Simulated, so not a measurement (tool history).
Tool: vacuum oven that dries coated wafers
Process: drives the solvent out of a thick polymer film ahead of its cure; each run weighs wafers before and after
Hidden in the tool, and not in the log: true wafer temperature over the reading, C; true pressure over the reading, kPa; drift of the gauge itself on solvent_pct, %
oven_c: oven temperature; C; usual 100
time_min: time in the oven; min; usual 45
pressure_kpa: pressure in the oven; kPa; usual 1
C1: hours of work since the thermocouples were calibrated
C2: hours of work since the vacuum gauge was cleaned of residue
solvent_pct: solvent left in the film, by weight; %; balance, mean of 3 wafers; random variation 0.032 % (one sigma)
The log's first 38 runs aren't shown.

run 39 hour=1341.2 | oven_c=106 time_min=54 pressure_kpa=3.51 | C1=601 C2=405 | solvent_pct=1.37
run 40 hour=1386.2 | oven_c=106 time_min=54 pressure_kpa=3.51 | C1=621 C2=425 | solvent_pct=1.36
run 41 hour=1412.7 | oven_c=100 time_min=73 pressure_kpa=1.31 | C1=632 C2=437 | solvent_pct=0.76
run 42 hour=1450.6 | oven_c=100 time_min=50 pressure_kpa=1.53 | C1=649 C2=454 | solvent_pct=1.3
run 43 hour=1478.1 | oven_c=100 time_min=50 pressure_kpa=1.53 | C1=661 C2=466 | solvent_pct=1.33
run 44 hour=1510.3 | oven_c=105 time_min=26 pressure_kpa=0.65 | C1=676 C2=480 | solvent_pct=2.28
run 45 hour=1562.9 | oven_c=105 time_min=26 pressure_kpa=0.65 | C1=699 C2=503 | solvent_pct=2.22
run 46 hour=1598.1 | oven_c=105 time_min=26 pressure_kpa=0.65 | C1=714 C2=519 | solvent_pct=2.24
run 47 hour=1643.5 | oven_c=105 time_min=26 pressure_kpa=0.65 | C1=735 C2=539 | solvent_pct=2.26

4 ways to go on from here, each from the tool as it stands after run 47. What would each give?
run A hour=1691.2 | oven_c=104 time_min=45 pressure_kpa=1 | C1=756 C2=560 | solvent_pct=?
run B hour=1691.2 | oven_c=100 time_min=24 pressure_kpa=1 | C1=756 C2=560 | solvent_pct=?
run C hour=1691.2 | oven_c=101 time_min=45 pressure_kpa=1 | C1=756 C2=560 | solvent_pct=?
run D hour=1691.2 | oven_c=105 time_min=73 pressure_kpa=0.65 | C1=756 C2=560 | solvent_pct=?

run=A solvent_pct=0.89
run=B solvent_pct=3.86
run=C solvent_pct=1.2
run=D solvent_pct=0.3
Without the tool's hidden state the same runs would have given:
run=A solvent_pct=0.88
run=B solvent_pct=3.84
run=C solvent_pct=1.18
run=D solvent_pct=0.29
